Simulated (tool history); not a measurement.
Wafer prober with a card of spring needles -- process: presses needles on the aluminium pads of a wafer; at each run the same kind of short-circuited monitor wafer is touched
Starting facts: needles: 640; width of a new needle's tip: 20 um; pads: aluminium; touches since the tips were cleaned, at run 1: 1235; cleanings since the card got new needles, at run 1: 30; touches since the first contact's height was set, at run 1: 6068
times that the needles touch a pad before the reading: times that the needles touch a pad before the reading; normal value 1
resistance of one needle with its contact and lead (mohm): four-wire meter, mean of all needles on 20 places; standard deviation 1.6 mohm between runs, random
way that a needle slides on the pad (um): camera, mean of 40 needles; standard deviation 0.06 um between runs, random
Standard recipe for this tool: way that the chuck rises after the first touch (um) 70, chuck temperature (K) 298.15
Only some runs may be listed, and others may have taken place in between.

| run | hour | way that the chuck rises after the first touch (um) | chuck temperature (K) | times that the needles touch a pad before the reading | touches since the tips were cleaned | cleanings since the card got new needles | touches since the first contact's height was set | resistance of one needle with its contact and lead (mohm) | way that a needle slides on the pad (um) |
|---|---|---|---|---|---|---|---|---|---|
| 1 | 0 | 70 | 298.15 | 1 | 1235 | 30 | 6068 | 181 | 15.82 |
|  | 13.9 | tips cleaned on abrasive film |
| 2 | 31.8 | 70 | 320.15 | 1 | 4730 | 31 | 14431 | 224 | 15.83 |
|  | 36.5 | tips cleaned on abrasive film |
|  | 59.5 | tips cleaned on abrasive film |
| 3 | 70.8 | 70 | 320.15 | 1 | 2974 | 33 | 24650 | 213 | 15.78 |
|  | 78.3 | tips cleaned on abrasive film |
|  | 100.3 | tips cleaned on abrasive film |
| 4 | 114.7 | 70 | 320.15 | 1 | 3800 | 35 | 36178 | 220 | 15.81 |
|  | 123.2 | tips cleaned on abrasive film |
|  | 143.7 | tips cleaned on abrasive film |
|  | 165.8 | tips cleaned on abrasive film |
| 5 | 165.8 | 70 | 320.15 | 1 | 0 | 38 | 49591 | 165 | 15.63 |
|  | 185.4 | tips cleaned on abrasive film |
|  | 206.4 | tips cleaned on abrasive film |
| 6 | 224 | 70 | 320.15 | 1 | 4629 | 40 | 64870 | 228 | 15.62 |
|  | 228.7 | tips cleaned on abrasive film |
|  | 247.4 | tips cleaned on abrasive film |
|  | 267.7 | tips cleaned on abrasive film |
|  | 268 | height of the first contact set anew |
| 7 | 276.8 | 70 | 320.15 | 1 | 2310 | 43 | 2310 | 205 | 15.24 |
|  | 287 | tips cleaned on abrasive film |
|  | 309 | tips cleaned on abrasive film |
|  | 330.2 | tips cleaned on abrasive film |
| 8 | 338.7 | 70 | 320.15 | 1 | 2236 | 46 | 18564 | 208 | 15.2 |
|  | 350.9 | tips cleaned on abrasive film |
|  | 371.3 | tips cleaned on abrasive film |
|  | 389.8 | tips cleaned on abrasive film |
|  | 405.4 | height of the first contact set anew, once more |
| 9 | 405.4 | 70 | 320.15 | 1 | 4023 | 49 | 0 | 223 | 15.88 |
|  | 410.1 | tips cleaned on abrasive film |
|  | 429.6 | tips cleaned on abrasive film |
|  | 451.6 | tips cleaned on abrasive film |
| 10 | 462 | 70 | 320.15 | 1 | 2744 | 52 | 14855 | 216 | 15.8 |
|  | 470.3 | tips cleaned on abrasive film |
|  | 489.5 | tips cleaned on abrasive film |
|  | 510.9 | tips cleaned on abrasive film |
| 11 | 510.9 | 70 | 298.15 | 1 | 0 | 55 | 27654 | 164 | 15.63 |
|  | 532 | tips cleaned on abrasive film |
| 12 | 539.5 | 70 | 308.15 | 1 | 1958 | 56 | 35168 | 195 | 15.72 |
|  | 552 | tips cleaned on abrasive film |
|  | 574 | tips cleaned on abrasive film |
|  | 594.5 | tips cleaned on abrasive film |
| 13 | 605.7 | 70 | 308.15 | 1 | 2943 | 59 | 52544 | 217 | 15.55 |
|  | 614.6 | tips cleaned on abrasive film |
|  | 633.5 | tips cleaned on abrasive film |
|  | 654.1 | tips cleaned on abrasive film |
| 14 | 663.6 | 70 | 308.15 | 1 | 2498 | 62 | 67734 | 208 | 15.46 |
|  | 675.4 | tips cleaned on abrasive film |
|  | 697.1 | tips cleaned on abrasive film |
|  | 697.4 | height of the first contact set anew |
|  | 717.8 | tips cleaned on abrasive film |
| 15 | 730 | 80 | 308.15 | 1 | 3241 | 65 | 8574 | 209 | 18.12 |
|  | 738.6 | tips cleaned on abrasive film |
|  | 759.9 | tips cleaned on abrasive film |
| 16 | 764.9 | 80 | 308.15 | 1 | 1307 | 67 | 17709 | 184 | 17.95 |
|  | 778.5 | tips cleaned on abrasive film |
|  | 798.6 | tips cleaned on abrasive film |
| 17 | 811.3 | 80 | 308.15 | 2 | 3335 | 69 | 29895 | 186 | 17.91 |
|  | 820 | tips cleaned on abrasive film |
|  | 841 | tips cleaned on abrasive film |
|  | 859.6 | tips cleaned on abrasive film |
| 18 | 867.1 | 82 | 328.15 | 2 | 1980 | 72 | 44533 | 182 | 18.3 |
|  | 879.2 | tips cleaned on abrasive film |
|  | 899.4 | tips cleaned on abrasive film |
| 19 | 906 | 82 | 328.15 | 3 | 1758 | 74 | 54749 | 172 | 18.31 |
|  | 921.2 | tips cleaned on abrasive film |
|  | 941.4 | tips cleaned on abrasive film |
| 20 | 953.1 | 58 | 342.15 | 1 | 3087 | 76 | 67116 | 243 | 12.75 |
|  | 961.8 | tips cleaned on abrasive film |
|  | 981.9 | tips cleaned on abrasive film |
|  | 989.8 | height of the first contact set anew |
| 21 | 989.8 | 58 | 342.15 | 1 | 1997 | 78 | 0 | 217 | 13.1 |
|  | 1001.2 | tips cleaned on abrasive film |
|  | 1021.8 | tips cleaned on abrasive film |
|  | 1042.8 | tips cleaned on abrasive film |
| 22 | 1046 | 70 | 298.15 | 2 | 844 | 81 | 14730 | 168 | 15.77 |
|  | 1065.2 | tips cleaned on abrasive film |
|  | 1084.1 | tips cleaned on abrasive film |
|  | 1102.5 | tips cleaned on abrasive film |
| 23 | 1103.4 | 73 | 341.15 | 2 | 249 | 84 | 29806 | 169 | 16.26 |
|  | 1124.8 | tips cleaned on abrasive film |
|  | 1143.7 | tips cleaned on abrasive film |
| 24 | 1144.7 | 52 | 333.15 | 1 | 271 | 86 | 40638 | 188 | 11.63 |
|  | 1164.1 | tips cleaned on abrasive film |
|  | 1184.2 | tips cleaned on abrasive film |
| 25 | 1184.2 | 52 | 333.15 | 1 | 0 | 88 | 50998 | 181 | 11.57 |
|  | 1203 | tips cleaned on abrasive film |
|  | 1222.5 | tips cleaned on abrasive film |
|  | 1241.4 | tips cleaned on abrasive film |
| 26 | 1244.9 | 52 | 333.15 | 1 | 906 | 91 | 66916 | 207 | 11.54 |
|  | 1260.9 | tips cleaned on abrasive film |
|  | 1281 | tips cleaned on abrasive film |
|  | 1281.3 | height of the first contact set anew |
|  | 1300.8 | tips cleaned on abrasive film |
| 27 | 1301.2 | 52 | 324.15 | 1 | 132 | 94 | 5225 | 178 | 11.71 |

Forecast each of these 3 alternatives for the next run:
|  | 1321.1 | tips cleaned on abrasive film |
|  | 1341.6 | tips cleaned on abrasive film |
|  | 1362.4 | tips cleaned on abrasive film |
| A | 1365.2 | 77 | 372.15 | 3 | 748 | 97 | 22018 | ? | ? |
|  | 1321.1 | tips cleaned on abrasive film |
|  | 1341.6 | tips cleaned on abrasive film |
|  | 1362.4 | tips cleaned on abrasive film |
| B | 1365.2 | 83 | 324.15 | 2 | 748 | 97 | 22018 | ? | ? |
|  | 1321.1 | tips cleaned on abrasive film |
|  | 1341.6 | tips cleaned on abrasive film |
|  | 1362.4 | tips cleaned on abrasive film |
| C | 1365.2 | 68 | 338.15 | 3 | 748 | 97 | 22018 | ? | ? |

| run | resistance of one needle with its contact and lead (mohm) | way that a needle slides on the pad (um) |
|---|---|---|
| A | 173 | 17.36 |
| B | 173 | 18.71 |
| C | 175 | 15.35 |
Without the tool's hidden state the same runs would have given:
| run | resistance of one needle with its contact and lead (mohm) | way that a needle slides on the pad (um) |
|---|---|---|
| A | 165 | 17.45 |
| B | 160 | 18.8 |
| C | 164 | 15.44 |
